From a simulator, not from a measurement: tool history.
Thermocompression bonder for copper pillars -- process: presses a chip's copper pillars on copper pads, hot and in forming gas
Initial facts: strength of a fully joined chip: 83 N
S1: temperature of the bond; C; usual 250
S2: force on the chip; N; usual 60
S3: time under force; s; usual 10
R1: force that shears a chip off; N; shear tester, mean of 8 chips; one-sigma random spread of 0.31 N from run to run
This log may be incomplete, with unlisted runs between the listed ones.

run	hour	S1	S2	S3	R1
1	0.0	250	60	10	33.5
2	25.8	250	60	10	33.6
3	73.4	250	60	10	32.9
4	120.7	250	60	10	33.0
5	154.8	250	60	10	32.9
6	186.5	250	60	10	32.3
# hour 207.4: forming gas filter changed
7	239.3	250	60	10	35.2
8	273.8	250	60	10	34.3
9	295.7	250	51	10	29.4
# hour 302.5: heater calibrated with a thermocouple chip
10	327.2	250	51	10	32.8
11	366.3	250	60	10	38.9
12	392.2	250	60	10	38.7
13	443.9	250	60	10	38.5
14	470.2	250	60	10	38.0
15	492.1	250	60	10	37.8
16	517.2	250	60	10	37.5
17	547.6	250	60	10	37.4
18	595.6	250	60	10	37.7
19	622.6	250	60	10	36.9
20	655.8	223	60	10	24.0
21	692.1	250	39	17	27.9
22	741.9	276	47	10	39.3
23	768.7	276	47	10	39.6
24	799.9	237	51	11	25.3
25	824.7	272	60	21	56.8
26	872.2	272	60	21	56.3
# hour 897.7: forming gas filter changed
27	912.3	251	85	21	62.8
28	935.4	224	60	27	36.9
29	980.8	241	90	27	63.1
30	1011.1	248	90	19	62.1
31	1057.3	228	69	6	24.9
32	1101.5	228	69	6	24.3
33	1135.3	228	69	6	24.1
34	1168.7	228	69	6	23.9
35	1199.1	262	51	14	39.5

Forecast each of these 4 alternatives for the next run:
A	1242.1	274	51	14	?
B	1242.1	227	62	14	?
C	1242.1	253	76	7	?
D	1242.1	246	75	10	?

run	R1
A	46.3
B	28.3
C	41.1
D	41.9
Without the tool's hidden state the same runs would have given:
run	R1
A	50.9
B	32.2
C	45.7
D	46.6
